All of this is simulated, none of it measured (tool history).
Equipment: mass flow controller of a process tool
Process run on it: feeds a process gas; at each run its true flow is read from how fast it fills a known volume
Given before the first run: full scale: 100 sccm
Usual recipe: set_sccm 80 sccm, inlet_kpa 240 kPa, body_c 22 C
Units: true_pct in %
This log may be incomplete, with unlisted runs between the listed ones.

Run 1, hour 0: usual settings. Result: true_pct 98.51 %.
Run 2, hour 144.2: usual settings. Result: true_pct 98.47 %.
Run 3, hour 292.7: usual settings. Result: true_pct 98.43 %.
Run 4, hour 485.4: usual settings but inlet_kpa 157 kPa. Result: true_pct 98.58 %.
Run 5, hour 622: usual settings but inlet_kpa 275 kPa. Result: true_pct 98.25 %.
Run 6, hour 847.6: usual settings but inlet_kpa 275 kPa. Result: true_pct 98.04 %.
Run 7, hour 1088.9: usual settings but inlet_kpa 275 kPa. Result: true_pct 98.07 %.
Run 8, hour 1241.6: usual settings but inlet_kpa 275 kPa. Result: true_pct 97.98 %.
Run 9, hour 1435.8: usual settings but inlet_kpa 177 kPa, body_c 38 C. Result: true_pct 99.71 %.
Run 10, hour 1619.1: usual settings but set_sccm 23 sccm, inlet_kpa 152 kPa, body_c 37 C. Result: true_pct 97.79 %.
Run 11, hour 1859: usual settings but set_sccm 23 sccm, inlet_kpa 152 kPa, body_c 37 C. Result: true_pct 97.51 %.
Run 12, hour 1989.2: usual settings. Result: true_pct 97.93 %.
Run 13, hour 2238.3: usual settings but set_sccm 30 sccm. Result: true_pct 96.29 %.
Run 14, hour 2365.8: usual settings but set_sccm 30 sccm. Result: true_pct 96.34 %.
Run 15, hour 2559.4: usual settings but set_sccm 74 sccm. Result: true_pct 97.46 %.

Below are 4 alternative next runs, each starting from the tool's condition after run 15. Predict each:
Run A, hour 2816.7: usual settings but set_sccm 47 sccm. Result: true_pct ?.
Run B, hour 2816.7: usual settings but set_sccm 19 sccm, inlet_kpa 253 kPa, body_c 35 C. Result: true_pct ?.
Run C, hour 2816.7: usual settings but inlet_kpa 149 kPa, body_c 25 C. Result: true_pct ?.
Run D, hour 2816.7: usual settings but inlet_kpa 206 kPa. Result: true_pct ?.

run  true_pct
  A      96.6
  B     96.61
  C      98.2
  D     97.79
With the hidden condition removed and each run's random variation left untouched, the same runs would have given:
run  true_pct
  A      98.3
  B     98.83
  C     99.75
  D     99.34
